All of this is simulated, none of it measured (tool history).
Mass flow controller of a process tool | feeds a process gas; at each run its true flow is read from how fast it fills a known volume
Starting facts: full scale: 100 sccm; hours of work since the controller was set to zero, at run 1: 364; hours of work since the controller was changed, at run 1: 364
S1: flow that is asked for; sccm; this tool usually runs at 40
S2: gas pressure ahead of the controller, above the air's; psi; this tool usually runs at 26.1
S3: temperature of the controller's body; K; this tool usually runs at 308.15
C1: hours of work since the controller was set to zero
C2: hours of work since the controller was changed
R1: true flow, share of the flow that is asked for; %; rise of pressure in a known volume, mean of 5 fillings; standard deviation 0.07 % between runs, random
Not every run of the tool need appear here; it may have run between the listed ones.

run 1 hour=0 | S1=40 S2=26.1 S3=308.15 | C1=364 C2=364 | R1=99.06
run 2 hour=85.1 | S1=40 S2=26.1 S3=308.15 | C1=391 C2=391 | R1=99.25
run 3 hour=157.9 | S1=40 S2=26.1 S3=308.15 | C1=415 C2=415 | R1=99.07
run 4 hour=256 | S1=40 S2=26.1 S3=308.15 | C1=446 C2=446 | R1=99.14
run 5 hour=319.3 | S1=40 S2=26.1 S3=308.15 | C1=467 C2=467 | R1=99.08
run 6 hour=427.5 | S1=40 S2=26.1 S3=308.15 | C1=502 C2=502 | R1=99.1
run 7 hour=503 | S1=40 S2=26.1 S3=308.15 | C1=526 C2=526 | R1=99.13
run 8 hour=581.1 | S1=40 S2=26.1 S3=308.15 | C1=551 C2=551 | R1=99.04
run 9 hour=665.1 | S1=40 S2=26.1 S3=308.15 | C1=578 C2=578 | R1=99.07
run 10 hour=764.2 | S1=40 S2=26.1 S3=308.15 | C1=610 C2=610 | R1=99.09
run 11 hour=847.2 | S1=40 S2=26.1 S3=308.15 | C1=637 C2=637 | R1=99.15
run 12 hour=932.3 | S1=12 S2=24.7 S3=312.15 | C1=665 C2=665 | R1=99.19
run 13 hour=982.3 | S1=24 S2=35.8 S3=299.15 | C1=681 C2=681 | R1=98.61
run 14 hour=1041.7 | S1=24 S2=35.8 S3=299.15 | C1=700 C2=700 | R1=98.57
run 15 hour=1109.7 | S1=24 S2=35.8 S3=299.15 | C1=722 C2=722 | R1=98.6
run 16 hour=1181 | S1=68 S2=23.4 S3=308.15 | C1=745 C2=745 | R1=99.48
run 17 hour=1274 | S1=68 S2=23.4 S3=308.15 | C1=775 C2=775 | R1=99.6

Estimate the outcome of run 18 from the log above:
run 18 hour=1357.3 | S1=40 S2=23.2 S3=294.15 | C1=802 C2=802 | R1=?

Run 18 came out at R1 98.52 %.
Had the tool carried no hidden state, the very same run would have given R1 98.31 %.
